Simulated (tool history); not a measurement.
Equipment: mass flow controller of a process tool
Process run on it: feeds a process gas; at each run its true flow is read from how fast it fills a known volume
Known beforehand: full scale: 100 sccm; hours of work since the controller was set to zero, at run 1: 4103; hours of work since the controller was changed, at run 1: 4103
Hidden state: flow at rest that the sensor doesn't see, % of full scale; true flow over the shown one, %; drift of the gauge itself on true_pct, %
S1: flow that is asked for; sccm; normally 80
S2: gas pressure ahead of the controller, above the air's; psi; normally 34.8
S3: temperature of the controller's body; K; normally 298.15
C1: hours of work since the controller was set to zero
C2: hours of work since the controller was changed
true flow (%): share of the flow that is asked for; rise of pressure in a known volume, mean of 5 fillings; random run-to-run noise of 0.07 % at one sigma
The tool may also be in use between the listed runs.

run 1 day=0 | S1=80 S2=34.8 S3=298.15 | C1=4103 C2=4103 | true_flow_(%)=99.16
run 2 day=12.796 | S1=80 S2=34.8 S3=298.15 | C1=4206 C2=4206 | true_flow_(%)=99.16
run 3 day=23.367 | S1=80 S2=34.8 S3=298.15 | C1=4291 C2=4291 | true_flow_(%)=99.21
run 4 day=29.817 | S1=80 S2=34.2 S3=298.15 | C1=4342 C2=4342 | true_flow_(%)=99.24
run 5 day=41.612 | S1=80 S2=34.2 S3=298.15 | C1=4437 C2=4437 | true_flow_(%)=99.31
run 6 day=54.696 | S1=80 S2=34.2 S3=298.15 | C1=4542 C2=4542 | true_flow_(%)=99.05
run 7 day=61.429 | S1=80 S2=34.2 S3=298.15 | C1=4596 C2=4596 | true_flow_(%)=99.24
run 8 day=72.208 | S1=80 S2=34.8 S3=298.15 | C1=4682 C2=4682 | true_flow_(%)=99.16
run 9 day=82.938 | S1=64 S2=34.8 S3=298.15 | C1=4768 C2=4768 | true_flow_(%)=98.33
run 10 day=92.142 | S1=64 S2=34.8 S3=303.15 | C1=4842 C2=4842 | true_flow_(%)=97.75
run 11 day=101.792 | S1=64 S2=34.8 S3=303.15 | C1=4920 C2=4920 | true_flow_(%)=97.96
run 12 day=113.908 | S1=80 S2=37 S3=298.15 | C1=5017 C2=5017 | true_flow_(%)=99.15
run 13 day=122.917 | S1=28 S2=34.2 S3=302.15 | C1=5089 C2=5089 | true_flow_(%)=94.55
run 14 day=131.912 | S1=86 S2=22.5 S3=301.15 | C1=5161 C2=5161 | true_flow_(%)=99.27
run 15 day=144.5 | S1=86 S2=22.5 S3=301.15 | C1=5262 C2=5262 | true_flow_(%)=99.36
run 16 day=154.096 | S1=13 S2=38.1 S3=301.15 | C1=5339 C2=5339 | true_flow_(%)=89.5
run 17 day=160.725 | S1=13 S2=38.1 S3=301.15 | C1=5392 C2=5392 | true_flow_(%)=89.43
run 18 day=168.6 | S1=22 S2=24.1 S3=303.15 | C1=5455 C2=5455 | true_flow_(%)=93.21
-- day=176.738 controller's zero set anew
run 19 day=178.946 | S1=75 S2=24.1 S3=297.15 | C1=18 C2=5538 | true_flow_(%)=100.6
run 20 day=189.408 | S1=75 S2=24.1 S3=297.15 | C1=102 C2=5622 | true_flow_(%)=100.56

What will run 21 give?
run 21 day=199.708 | S1=75 S2=24.7 S3=294.15 | C1=184 C2=5704 | true_flow_(%)=?

Run 21 produced true flow (%) 100.98.
On a tool with no hidden condition, and with the same random variation, this run would have come out at true flow (%) 99.67.

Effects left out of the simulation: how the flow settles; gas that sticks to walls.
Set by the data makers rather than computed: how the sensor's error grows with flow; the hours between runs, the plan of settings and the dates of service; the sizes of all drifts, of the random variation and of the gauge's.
